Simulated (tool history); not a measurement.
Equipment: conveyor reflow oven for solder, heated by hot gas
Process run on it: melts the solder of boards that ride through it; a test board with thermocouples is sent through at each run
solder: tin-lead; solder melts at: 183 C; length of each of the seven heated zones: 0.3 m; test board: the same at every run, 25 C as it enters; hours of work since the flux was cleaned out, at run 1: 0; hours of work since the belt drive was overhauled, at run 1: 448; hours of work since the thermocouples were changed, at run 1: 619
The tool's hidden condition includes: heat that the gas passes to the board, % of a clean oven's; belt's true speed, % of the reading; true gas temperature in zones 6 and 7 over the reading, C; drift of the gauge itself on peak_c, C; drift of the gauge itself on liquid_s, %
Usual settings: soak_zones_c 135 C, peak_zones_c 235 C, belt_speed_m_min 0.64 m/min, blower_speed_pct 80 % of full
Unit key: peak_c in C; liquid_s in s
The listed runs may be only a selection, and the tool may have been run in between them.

run    day  soak_zones_c  peak_zones_c  belt_speed_m_min  blower_speed_pct  hours of work since the flux was cleaned out  hours of work since the belt drive was overhauled  hours of work since the thermocouples were changed  peak_c  liquid_s
  1      0           135           235              0.64                80                                             0                                                448                                                 619   219.3      42.8
  2  0.367           135           235              0.64                80                                             6                                                455                                                 625   219.3      42.5
  3      1           135           235              0.64                80                                            18                                                466                                                 636   218.9        43
      1.35  -- thermocouples of zones 6 and 7 changed
  4  1.508           135           235              0.64                80                                            25                                                474                                                   3   219.9      43.3
  5  1.783           135           235              0.64                80                                            30                                                479                                                   8   220.2      43.3
  6  2.333           135           235              0.64                80                                            40                                                488                                                  17   219.5      43.4
  7  2.617           135           235              0.64                80                                            45                                                493                                                  22   219.7      43.3
  8      3           135           232              0.64                80                                            52                                                500                                                  29   217.1      41.7
  9    3.4           135           232              0.64                80                                            59                                                507                                                  36     217      41.9
 10  3.942           135           235              0.64                68                                            68                                                517                                                  46   217.1      40.9
 11  4.517           133           243             0.563                55                                            78                                                527                                                  56   223.9      50.5
 12  4.929           149           242             0.663                55                                            86                                                534                                                  63   219.9      44.6
 13    5.5           145           242             0.663                55                                            96                                                544                                                  73   219.2      43.3
 14  5.817           145           242             0.663                55                                           101                                                550                                                  79   218.9        43
 15  6.158           145           242             0.663                55                                           107                                                556                                                  85   218.9      43.2
 16  6.433           145           242             0.663                55                                           112                                                561                                                  90   219.4      43.3
 17    6.7           129           238             0.651                82                                           117                                                566                                                  95     221      41.6
 18  6.967           148           239             0.688                63                                           122                                                570                                                  99   219.1      42.2
 19  7.367           135           246              0.64                80                                           129                                                577                                                 106   229.3      47.1

Hidden state at the last listed run before each entry between runs and at the first one after, where it differs:
Between runs 3 and 4: thermocouples of zones 6 and 7 changed (day 1.35)
  heat that the gas passes to the board, % of a clean oven's: 99.2 -> 99; belt's true speed, % of the reading: 99.61 -> 99.6; true gas temperature in zones 6 and 7 over the reading, C: -1.63 -> -0.34
  measured result minus the result with no hidden state, peak_c: -1.6 -> -0.4 C; liquid_s: -0.6 -> -0.1 s
